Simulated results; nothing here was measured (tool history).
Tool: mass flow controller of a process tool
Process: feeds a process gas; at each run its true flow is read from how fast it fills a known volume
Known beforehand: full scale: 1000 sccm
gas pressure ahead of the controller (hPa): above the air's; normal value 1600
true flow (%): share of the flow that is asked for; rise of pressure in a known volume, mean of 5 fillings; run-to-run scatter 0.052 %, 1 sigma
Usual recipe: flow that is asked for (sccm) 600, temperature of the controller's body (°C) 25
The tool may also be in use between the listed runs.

run	hour	flow that is asked for (sccm)	gas pressure ahead of the controller (hPa)	temperature of the controller's body (°C)	true flow (%)
1	0	600	1600	25	99.97
2	125.8	600	1600	25	100.04
3	189	600	1600	25	99.99
4	313.7	600	1600	25	100.01
5	450.1	600	1910	25	99.86
6	548.2	901	1600	25	100.35
7	632.1	901	1600	25	100.24
8	764.5	901	1600	25	100.28
9	881.6	600	1600	25	100.26
10	999.2	600	1600	25	100.11
11	1148.4	600	1600	25	100.1
12	1270	600	1600	40	98.81
13	1393.6	600	1600	40	98.83
14	1494.4	600	1600	34	99.44
15	1620.6	600	1600	25	100.29
16	1699.7	600	1600	25	100.36
17	1842	600	1600	25	100.25
18	1902.7	600	1600	25	100.35
19	2004.7	600	1600	25	100.28
20	2087	600	1600	23	100.56
21	2220	600	1600	25	100.45
22	2312.1	600	1600	25	100.5
23	2444.9	600	1600	25	100.56
24	2527.3	600	1600	25	100.53
25	2657.5	600	1600	25	100.51
26	2769.9	600	1510	25	100.58
27	2895.7	317	2560	25	99.79
28	2962.2	317	1520	25	100.4
29	3099.3	600	2250	31	99.64
# hour 3110.5: gauge calibrated
30	3215.7	686	2490	36	98.42
31	3336.3	174	2430	34	98.24
32	3404.8	196	2320	26	99.18
33	3506	255	1840	26	99.47
34	3646.6	903	2210	22	100.24
35	3737.8	364	1490	25	100.03
36	3861.8	364	1490	25	99.96
37	3987.9	364	1490	25	100.02

Run 38 is up next; what results do you expect?
38	4058.4	364	1490	25	?

{"run 38": {"true flow (%)": 99.98}}
Had the tool carried no hidden state, the very same run would have given true flow (%) 99.79.
